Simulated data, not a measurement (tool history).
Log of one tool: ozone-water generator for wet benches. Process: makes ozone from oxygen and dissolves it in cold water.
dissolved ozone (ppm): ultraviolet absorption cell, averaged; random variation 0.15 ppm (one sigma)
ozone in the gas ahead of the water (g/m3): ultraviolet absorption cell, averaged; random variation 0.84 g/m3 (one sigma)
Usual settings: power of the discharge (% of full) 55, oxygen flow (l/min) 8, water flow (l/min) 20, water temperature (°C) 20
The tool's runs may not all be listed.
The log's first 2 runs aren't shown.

run	hour	power of the discharge (% of full)	oxygen flow (l/min)	water flow (l/min)	water temperature (°C)	dissolved ozone (ppm)	ozone in the gas ahead of the water (g/m3)
# hour 359.9: contactor cleaned
3	430.7	55	8	20	20	16.2	124.6
4	622	55	8	20	20	16	124.8
5	804.2	55	8	20	20	16.3	123.9
6	907.5	55	8	20	20	16.1	124
7	1019.4	55	8	20	20	15.9	124.5
8	1234.4	55	8	20	20	16.1	123.6
9	1430.3	55	8	20	20	15.9	122.7
10	1567.3	55	8	20	20	16	122.6
11	1703.4	55	8	20	20	15.5	122.7
12	1804.1	55	8	20	20	15.6	122.2
# hour 1943.4: water thermometer calibrated
13	2010.5	55	8	20	20	15.9	122.3
14	2129.2	55	8	20	20	15.8	120.6
15	2294.1	55	8	20	20	15.7	120.7
16	2476.9	55	8	20	20	15.7	120.4
17	2576.2	46	5.54	18	20	15.7	132.2

Run 18 comes next. What will it give?
18	2689	46	10.73	17	14	?	?

{"run 18": {"dissolved ozone (ppm)": 15.9, "ozone in the gas ahead of the water (g/m3)": 86.9}}
Without the tool's hidden state the same run would have given dissolved ozone (ppm) 17.6, ozone in the gas ahead of the water (g/m3) 95.5.
